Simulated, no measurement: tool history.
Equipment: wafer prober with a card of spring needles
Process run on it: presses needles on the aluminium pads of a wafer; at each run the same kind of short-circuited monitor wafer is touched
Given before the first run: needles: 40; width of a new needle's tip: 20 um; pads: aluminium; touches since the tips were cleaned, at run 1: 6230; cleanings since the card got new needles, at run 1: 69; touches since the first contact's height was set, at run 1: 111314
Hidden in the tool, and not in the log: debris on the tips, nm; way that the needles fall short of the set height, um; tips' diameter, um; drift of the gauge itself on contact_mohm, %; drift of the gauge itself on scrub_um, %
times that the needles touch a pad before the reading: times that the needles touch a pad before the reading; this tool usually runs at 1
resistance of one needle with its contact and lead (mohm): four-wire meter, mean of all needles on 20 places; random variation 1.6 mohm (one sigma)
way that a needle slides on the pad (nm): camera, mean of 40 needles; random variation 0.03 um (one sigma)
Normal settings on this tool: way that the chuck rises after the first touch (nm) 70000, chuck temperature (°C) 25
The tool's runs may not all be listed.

run	day	way that the chuck rises after the first touch (nm)	chuck temperature (°C)	times that the needles touch a pad before the reading	touches since the tips were cleaned	cleanings since the card got new needles	touches since the first contact's height was set	resistance of one needle with its contact and lead (mohm)	way that a needle slides on the pad (nm)
1	0	70000	25	1	6230	69	111314	195	17470
# day 0.321: tips cleaned on abrasive film
# day 1.567: tips cleaned on abrasive film
# day 2.788: tips cleaned on abrasive film
2	3.229	70000	25	1	3001	72	133132	186	17440
# day 3.942: tips cleaned on abrasive film
# day 5.075: tips cleaned on abrasive film
3	5.579	70000	25	1	3427	74	149018	185	17390
# day 5.9: height of the first contact set anew
# day 6.396: tips cleaned on abrasive film
4	7.125	70000	25	1	4946	75	8286	188	17780
# day 7.604: tips cleaned on abrasive film
# day 8.817: tips cleaned on abrasive film
5	9.462	70000	25	1	4363	77	24072	188	17710
# day 10.096: tips cleaned on abrasive film
# day 11.242: tips cleaned on abrasive film
# day 12.533: tips cleaned on abrasive film
6	12.771	70000	25	1	1615	80	46433	172	17630
# day 13.8: tips cleaned on abrasive film
# day 15.017: tips cleaned on abrasive film
7	15.179	70000	25	1	1099	82	62694	168	17600
# day 16.283: tips cleaned on abrasive film
8	16.625	70000	25	1	2326	83	72483	175	17570
# day 17.588: tips cleaned on abrasive film
# day 18.733: tips cleaned on abrasive film
# day 19.967: tips cleaned on abrasive film
9	19.967	70000	25	1	0	86	95059	161	17550
# day 21.208: tips cleaned on abrasive film
# day 22.4: tips cleaned on abrasive film
10	23.404	70000	25	1	6812	88	118321	197	17470
# day 23.588: tips cleaned on abrasive film
# day 24.938: tips cleaned on abrasive film
11	25.438	70000	25	1	3377	90	132038	186	17430
# day 26.196: tips cleaned on abrasive film
# day 27.421: tips cleaned on abrasive film
# day 28.112: height of the first contact set anew
12	28.233	70000	25	1	5414	92	817	193	17770
# day 28.658: tips cleaned on abrasive film
# day 29.867: tips cleaned on abrasive film
13	30.258	70000	25	1	2638	94	14484	183	17790
# day 31.008: tips cleaned on abrasive film
# day 32.233: tips cleaned on abrasive film
14	32.925	70000	25	1	4699	96	32530	190	17660
# day 33.546: tips cleaned on abrasive film
# day 34.842: tips cleaned on abrasive film
# day 36.146: tips cleaned on abrasive film
15	36.188	70000	25	1	274	99	54559	162	17650
# day 37.362: tips cleaned on abrasive film
# day 38.633: tips cleaned on abrasive film
16	39.404	70000	111	1	5239	101	76329	208	17590
# day 39.9: tips cleaned on abrasive film
# day 41.054: tips cleaned on abrasive film
17	41.154	73000	38	1	664	103	88116	170	18300
# day 42.342: tips cleaned on abrasive film
18	42.804	73000	64	1	3136	104	99288	189	18330
# day 43.604: tips cleaned on abrasive film
# day 44.788: tips cleaned on abrasive film
19	44.788	73000	64	1	0	106	112681	165	18290
# day 45.95: tips cleaned on abrasive film
20	46.388	73000	64	1	2984	107	123511	184	18250
# day 47.1: tips cleaned on abrasive film
21	47.8	73000	64	1	4737	108	133045	197	18170
# day 48.304: tips cleaned on abrasive film
# day 49.521: tips cleaned on abrasive film
22	50.096	74000	88	1	3903	110	148563	191	18380
# day 50.567: height of the first contact set anew
# day 50.746: tips cleaned on abrasive film
# day 51.988: tips cleaned on abrasive film
# day 53.1: tips cleaned on abrasive film
23	53.375	74000	88	1	1857	113	18951	183	18790
# day 54.3: tips cleaned on abrasive film
# day 55.488: tips cleaned on abrasive film
24	55.95	74000	88	1	3147	115	36366	189	18700
# day 56.733: tips cleaned on abrasive film
# day 57.875: tips cleaned on abrasive film
25	58.288	68000	55	1	2802	117	52141	188	17180
# day 59.021: tips cleaned on abrasive film
# day 60.296: tips cleaned on abrasive film
26	60.708	88000	116	1	2800	119	68509	188	22170
# day 61.421: tips cleaned on abrasive film
# day 62.662: tips cleaned on abrasive film
27	63.292	67000	116	2	4278	121	85970	192	16830
# day 63.888: tips cleaned on abrasive film
28	64.733	59000	98	3	5754	122	95725	191	14720
# day 65.171: tips cleaned on abrasive film
# day 66.35: tips cleaned on abrasive film
# day 67.496: tips cleaned on abrasive film
29	67.825	59000	33	3	2243	125	116601	168	14660

Entry by entry between the runs, the difference in hidden state between the last listed run before and the first listed run after:
From run 1 to run 2: tips cleaned on abrasive film (day 0.321); tips cleaned on abrasive film (day 1.567); tips cleaned on abrasive film (day 2.788)
  debris on the tips, nm: 44.1 -> 31.2; way that the needles fall short of the set height, um: 1.08 -> 1.31; tips' diameter, um: 21.89 -> 21.97
  difference, measured minus the result without the unlogged condition, resistance of one needle with its contact and lead (mohm): +41 -> +30; way that a needle slides on the pad (nm): -280 -> -330
From run 2 to run 3: tips cleaned on abrasive film (day 3.942); tips cleaned on abrasive film (day 5.075)
  debris on the tips, nm: 31.2 -> 30.7; way that the needles fall short of the set height, um: 1.31 -> 1.48; tips' diameter, um: 21.97 -> 22.03
  difference, measured minus the result without the unlogged condition, resistance of one needle with its contact and lead (mohm): +30 -> +30; way that a needle slides on the pad (nm): -330 -> -370
From run 3 to run 4: height of the first contact set anew (day 5.9); tips cleaned on abrasive film (day 6.396)
  debris on the tips, nm: 30.7 -> 39; way that the needles fall short of the set height, um: 1.48 -> 0.09; tips' diameter, um: 22.03 -> 22.07
  difference, measured minus the result without the unlogged condition, resistance of one needle with its contact and lead (mohm): +30 -> +36; way that a needle slides on the pad (nm): -370 -> -30
From run 4 to run 5: tips cleaned on abrasive film (day 7.604); tips cleaned on abrasive film (day 8.817)
  debris on the tips, nm: 39 -> 36.6; way that the needles fall short of the set height, um: 0.09 -> 0.27; tips' diameter, um: 22.07 -> 22.13
  difference, measured minus the result without the unlogged condition, resistance of one needle with its contact and lead (mohm): +36 -> +34; way that a needle slides on the pad (nm): -30 -> -70
From run 5 to run 6: tips cleaned on abrasive film (day 10.096); tips cleaned on abrasive film (day 11.242); tips cleaned on abrasive film (day 12.533)
  debris on the tips, nm: 36.6 -> 21.4; way that the needles fall short of the set height, um: 0.27 -> 0.52; tips' diameter, um: 22.13 -> 22.22
  difference, measured minus the result without the unlogged condition, resistance of one needle with its contact and lead (mohm): +34 -> +21; way that a needle slides on the pad (nm): -70 -> -130
From run 6 to run 7: tips cleaned on abrasive film (day 13.8); tips cleaned on abrasive film (day 15.017)
  debris on the tips, nm: 21.4 -> 14.1; way that the needles fall short of the set height, um: 0.52 -> 0.66; tips' diameter, um: 22.22 -> 22.27
  difference, measured minus the result without the unlogged condition, resistance of one needle with its contact and lead (mohm): +21 -> +14; way that a needle slides on the pad (nm): -130 -> -170
From run 7 to run 8: tips cleaned on abrasive film (day 16.283)
  debris on the tips, nm: 14.1 -> 25.2; way that the needles fall short of the set height, um: 0.66 -> 0.75; tips' diameter, um: 22.27 -> 22.3
  difference, measured minus the result without the unlogged condition, resistance of one needle with its contact and lead (mohm): +14 -> +24; way that a needle slides on the pad (nm): -170 -> -190
From run 8 to run 9: tips cleaned on abrasive film (day 17.588); tips cleaned on abrasive film (day 18.733); tips cleaned on abrasive film (day 19.967)
  debris on the tips, nm: 25.2 -> 5.5; way that the needles fall short of the set height, um: 0.75 -> 0.98; tips' diameter, um: 22.3 -> 22.38
  difference, measured minus the result without the unlogged condition, resistance of one needle with its contact and lead (mohm): +24 -> +6; way that a needle slides on the pad (nm): -190 -> -250
From run 9 to run 10: tips cleaned on abrasive film (day 21.208); tips cleaned on abrasive film (day 22.4)
  debris on the tips, nm: 5.5 -> 44.6; way that the needles fall short of the set height, um: 0.98 -> 1.16; tips' diameter, um: 22.38 -> 22.44
  difference, measured minus the result without the unlogged condition, resistance of one needle with its contact and lead (mohm): +6 -> +43; way that a needle slides on the pad (nm): -250 -> -290
From run 10 to run 11: tips cleaned on abrasive film (day 23.588); tips cleaned on abrasive film (day 24.938)
  debris on the tips, nm: 44.6 -> 34.6; way that the needles fall short of the set height, um: 1.16 -> 1.3; tips' diameter, um: 22.44 -> 22.49
  difference, measured minus the result without the unlogged condition, resistance of one needle with its contact and lead (mohm): +43 -> +34; way that a needle slides on the pad (nm): -290 -> -330
From run 11 to run 12: tips cleaned on abrasive film (day 26.196); tips cleaned on abrasive film (day 27.421); height of the first contact set anew (day 28.112)
  debris on the tips, nm: 34.6 -> 39.8; way that the needles fall short of the set height, um: 1.3 -> 0; tips' diameter, um: 22.49 -> 22.55
  difference, measured minus the result without the unlogged condition, resistance of one needle with its contact and lead (mohm): +34 -> +38; way that a needle slides on the pad (nm): -330 -> +0
From run 12 to run 13: tips cleaned on abrasive film (day 28.658); tips cleaned on abrasive film (day 29.867)
  debris on the tips, nm: 39.8 -> 29.2; way that the needles fall short of the set height, um: 0 -> 0.16; tips' diameter, um: 22.55 -> 22.6
  difference, measured minus the result without the unlogged condition, resistance of one needle with its contact and lead (mohm): +38 -> +29; way that a needle slides on the pad (nm): +0 -> -40
From run 13 to run 14: tips cleaned on abrasive film (day 31.008); tips cleaned on abrasive film (day 32.233)
  debris on the tips, nm: 29.2 -> 37.7; way that the needles fall short of the set height, um: 0.16 -> 0.32; tips' diameter, um: 22.6 -> 22.66
  difference, measured minus the result without the unlogged condition, resistance of one needle with its contact and lead (mohm): +29 -> +36; way that a needle slides on the pad (nm): -40 -> -80
From run 14 to run 15: tips cleaned on abrasive film (day 33.546); tips cleaned on abrasive film (day 34.842); tips cleaned on abrasive film (day 36.146)
  debris on the tips, nm: 37.7 -> 6.8; way that the needles fall short of the set height, um: 0.32 -> 0.58; tips' diameter, um: 22.66 -> 22.75
  difference, measured minus the result without the unlogged condition, resistance of one needle with its contact and lead (mohm): +36 -> +8; way that a needle slides on the pad (nm): -80 -> -150
From run 15 to run 16: tips cleaned on abrasive film (day 37.362); tips cleaned on abrasive film (day 38.633)
  debris on the tips, nm: 6.8 -> 40.8; way that the needles fall short of the set height, um: 0.58 -> 0.75; tips' diameter, um: 22.75 -> 22.81
  difference, measured minus the result without the unlogged condition, resistance of one needle with its contact and lead (mohm): +8 -> +36; way that a needle slides on the pad (nm): -150 -> -190
From run 16 to run 17: tips cleaned on abrasive film (day 39.9); tips cleaned on abrasive film (day 41.054)
  debris on the tips, nm: 40.8 -> 12.2; way that the needles fall short of the set height, um: 0.75 -> 0.89; tips' diameter, um: 22.81 -> 22.86
  difference, measured minus the result without the unlogged condition, resistance of one needle with its contact and lead (mohm): +36 -> +13; way that a needle slides on the pad (nm): -190 -> -230
From run 17 to run 18: tips cleaned on abrasive film (day 42.342)
  debris on the tips, nm: 12.2 -> 32.6; way that the needles fall short of the set height, um: 0.89 -> 0.95; tips' diameter, um: 22.86 -> 22.88
  difference, measured minus the result without the unlogged condition, resistance of one needle with its contact and lead (mohm): +13 -> +29; way that a needle slides on the pad (nm): -230 -> -240
From run 18 to run 19: tips cleaned on abrasive film (day 43.604); tips cleaned on abrasive film (day 44.788)
  debris on the tips, nm: 32.6 -> 3.7; way that the needles fall short of the set height, um: 0.95 -> 1.13; tips' diameter, um: 22.88 -> 22.95
  difference, measured minus the result without the unlogged condition, resistance of one needle with its contact and lead (mohm): +29 -> +5; way that a needle slides on the pad (nm): -240 -> -290
From run 19 to run 20: tips cleaned on abrasive film (day 45.95)
  debris on the tips, nm: 3.7 -> 25.5; way that the needles fall short of the set height, um: 1.13 -> 1.23; tips' diameter, um: 22.95 -> 22.98
  difference, measured minus the result without the unlogged condition, resistance of one needle with its contact and lead (mohm): +5 -> +23; way that a needle slides on the pad (nm): -290 -> -310
From run 20 to run 21: tips cleaned on abrasive film (day 47.1)
  debris on the tips, nm: 25.5 -> 38.3; way that the needles fall short of the set height, um: 1.23 -> 1.31; tips' diameter, um: 22.98 -> 23.01
  difference, measured minus the result without the unlogged condition, resistance of one needle with its contact and lead (mohm): +23 -> +35; way that a needle slides on the pad (nm): -310 -> -330
From run 21 to run 22: tips cleaned on abrasive film (day 48.304); tips cleaned on abrasive film (day 49.521)
  debris on the tips, nm: 38.3 -> 33.3; way that the needles fall short of the set height, um: 1.31 -> 1.46; tips' diameter, um: 23.01 -> 23.06
  difference, measured minus the result without the unlogged condition, resistance of one needle with its contact and lead (mohm): +35 -> +28; way that a needle slides on the pad (nm): -330 -> -370
From run 22 to run 23: height of the first contact set anew (day 50.567); tips cleaned on abrasive film (day 50.746); tips cleaned on abrasive film (day 51.988); tips cleaned on abrasive film (day 53.1)
  debris on the tips, nm: 33.3 -> 20.3; way that the needles fall short of the set height, um: 1.46 -> 0.25; tips' diameter, um: 23.06 -> 23.15
  difference, measured minus the result without the unlogged condition, resistance of one needle with its contact and lead (mohm): +28 -> +18; way that a needle slides on the pad (nm): -370 -> -60
From run 23 to run 24: tips cleaned on abrasive film (day 54.3); tips cleaned on abrasive film (day 55.488)
  debris on the tips, nm: 20.3 -> 27.7; way that the needles fall short of the set height, um: 0.25 -> 0.43; tips' diameter, um: 23.15 -> 23.21
  difference, measured minus the result without the unlogged condition, resistance of one needle with its contact and lead (mohm): +18 -> +24; way that a needle slides on the pad (nm): -60 -> -110
From run 24 to run 25: tips cleaned on abrasive film (day 56.733); tips cleaned on abrasive film (day 57.875)
  debris on the tips, nm: 27.7 -> 26.6; way that the needles fall short of the set height, um: 0.43 -> 0.56; tips' diameter, um: 23.21 -> 23.26
  difference, measured minus the result without the unlogged condition, resistance of one needle with its contact and lead (mohm): +24 -> +28; way that a needle slides on the pad (nm): -110 -> -150
From run 25 to run 26: tips cleaned on abrasive film (day 59.021); tips cleaned on abrasive film (day 60.296)
  debris on the tips, nm: 26.6 -> 31.9; way that the needles fall short of the set height, um: 0.56 -> 0.74; tips' diameter, um: 23.26 -> 23.32
  difference, measured minus the result without the unlogged condition, resistance of one needle with its contact and lead (mohm): +28 -> +20; way that a needle slides on the pad (nm): -150 -> -190
From run 26 to run 27: tips cleaned on abrasive film (day 61.421); tips cleaned on abrasive film (day 62.662)
  debris on the tips, nm: 31.9 -> 35.3; way that the needles fall short of the set height, um: 0.74 -> 0.9; tips' diameter, um: 23.32 -> 23.38
  difference, measured minus the result without the unlogged condition, resistance of one needle with its contact and lead (mohm): +20 -> +22; way that a needle slides on the pad (nm): -190 -> -230
From run 27 to run 28: tips cleaned on abrasive film (day 63.888)
  debris on the tips, nm: 35.3 -> 41.6; way that the needles fall short of the set height, um: 0.9 -> 1; tips' diameter, um: 23.38 -> 23.41
  difference, measured minus the result without the unlogged condition, resistance of one needle with its contact and lead (mohm): +22 -> +21; way that a needle slides on the pad (nm): -230 -> -250
From run 28 to run 29: tips cleaned on abrasive film (day 65.171); tips cleaned on abrasive film (day 66.35); tips cleaned on abrasive film (day 67.496)
  debris on the tips, nm: 41.6 -> 21.4; way that the needles fall short of the set height, um: 1 -> 1.24; tips' diameter, um: 23.41 -> 23.5
  difference, measured minus the result without the unlogged condition, resistance of one needle with its contact and lead (mohm): +21 -> +13; way that a needle slides on the pad (nm): -250 -> -320
